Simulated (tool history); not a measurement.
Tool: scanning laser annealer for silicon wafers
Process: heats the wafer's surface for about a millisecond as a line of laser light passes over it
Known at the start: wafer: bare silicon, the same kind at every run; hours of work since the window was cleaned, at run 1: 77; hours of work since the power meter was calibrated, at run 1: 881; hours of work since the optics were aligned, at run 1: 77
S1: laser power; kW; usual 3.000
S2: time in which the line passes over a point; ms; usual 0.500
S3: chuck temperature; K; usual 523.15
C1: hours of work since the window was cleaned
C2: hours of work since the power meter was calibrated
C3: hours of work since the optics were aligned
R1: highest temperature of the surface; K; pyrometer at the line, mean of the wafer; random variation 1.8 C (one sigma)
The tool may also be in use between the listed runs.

Run 1, hour 0.0: usual settings; C1 77; C2 881; C3 77. Result: R1 1335.15 K.
Run 2, hour 64.6: usual settings; C1 104; C2 908; C3 104. Result: R1 1333.15 K.
Run 3, hour 110.8: usual settings; C1 123; C2 927; C3 123. Result: R1 1334.15 K.
Run 4, hour 153.8: usual settings but S3 542.15 K; C1 141; C2 945; C3 141. Result: R1 1348.15 K.
Run 5, hour 194.3: usual settings but S3 542.15 K; C1 158; C2 962; C3 158. Result: R1 1350.15 K.
Run 6, hour 245.9: usual settings but S3 542.15 K; C1 179; C2 983; C3 179. Result: R1 1349.15 K.
Run 7, hour 283.7: usual settings but S2 0.410 ms, S3 542.15 K; C1 195; C2 999; C3 195. Result: R1 1282.15 K.
Run 8, hour 330.1: usual settings; C1 214; C2 1018; C3 214. Result: R1 1329.15 K.
Run 9, hour 363.1: usual settings; C1 228; C2 1032; C3 228. Result: R1 1326.15 K.
Run 10, hour 400.1: usual settings; C1 243; C2 1048; C3 243. Result: R1 1324.15 K.
Run 11, hour 460.1: usual settings; C1 268; C2 1073; C3 268. Result: R1 1327.15 K.
Run 12, hour 499.2: usual settings but S1 2.655 kW; C1 284; C2 1089; C3 284. Result: R1 1229.15 K.
Run 13, hour 563.4: usual settings; C1 311; C2 1116; C3 311. Result: R1 1322.15 K.
Run 14, hour 642.0: usual settings; C1 344; C2 1148; C3 344. Result: R1 1326.15 K.
Run 15, hour 697.7: usual settings; C1 367; C2 1171; C3 367. Result: R1 1321.15 K.
Run 16, hour 743.2: usual settings but S3 494.15 K; C1 386; C2 1190; C3 386. Result: R1 1292.15 K.
Run 17, hour 806.5: usual settings but S2 0.442 ms, S3 553.15 K; C1 412; C2 1217; C3 412. Result: R1 1307.15 K.
Run 18, hour 881.2: usual settings but S1 2.887 kW, S2 0.559 ms, S3 506.15 K; C1 443; C2 1248; C3 443. Result: R1 1309.15 K.
Run 19, hour 954.2: usual settings but S1 2.999 kW, S2 0.363 ms, S3 506.15 K; C1 474; C2 1278; C3 474. Result: R1 1196.15 K.
Run 20, hour 1026.8: usual settings but S1 2.860 kW, S2 0.459 ms, S3 561.15 K; C1 504; C2 1308; C3 504. Result: R1 1292.15 K.
At hour 1081.6: window over the wafer cleaned.
Run 21, hour 1085.7: usual settings but S1 2.860 kW, S2 0.459 ms, S3 561.15 K; C1 2; C2 1332; C3 527. Result: R1 1303.15 K.
Run 22, hour 1119.3: usual settings but S1 3.118 kW, S2 0.616 ms, S3 530.15 K; C1 16; C2 1346; C3 541. Result: R1 1456.15 K.
Run 23, hour 1179.5: usual settings but S1 3.270 kW, S3 515.15 K; C1 41; C2 1371; C3 566. Result: R1 1400.15 K.
Run 24, hour 1226.8: usual settings but S1 2.971 kW, S2 0.381 ms; C1 60; C2 1391; C3 586. Result: R1 1233.15 K.
Run 25, hour 1305.6: usual settings but S1 2.971 kW, S2 0.381 ms; C1 93; C2 1423; C3 619. Result: R1 1230.15 K.
Run 26, hour 1376.7: usual settings but S1 2.971 kW, S2 0.381 ms; C1 123; C2 1453; C3 649. Result: R1 1231.15 K.
Run 27, hour 1454.9: usual settings but S1 3.040 kW, S2 0.414 ms, S3 531.15 K; C1 155; C2 1485; C3 681. Result: R1 1281.15 K.
Run 28, hour 1509.2: usual settings but S1 3.040 kW, S2 0.414 ms, S3 531.15 K; C1 178; C2 1508; C3 704. Result: R1 1283.15 K.
Run 29, hour 1559.8: usual settings but S2 0.497 ms, S3 511.15 K; C1 199; C2 1529; C3 725. Result: R1 1311.15 K.

How the hidden state differs across the entries between the runs, from the last listed run before each to the first after it:
Between runs 20 and 21: window over the wafer cleaned (hour 1081.6)
  light that passes the window, % of a clean one's: 97.64 -> 99.72; laser's true power over the reading, %: 1.25 -> 1.27; width of the line over the set one, %: 0.79 -> 0.82
  measured less the result without the state, R1: -12.00 -> +4.00 K

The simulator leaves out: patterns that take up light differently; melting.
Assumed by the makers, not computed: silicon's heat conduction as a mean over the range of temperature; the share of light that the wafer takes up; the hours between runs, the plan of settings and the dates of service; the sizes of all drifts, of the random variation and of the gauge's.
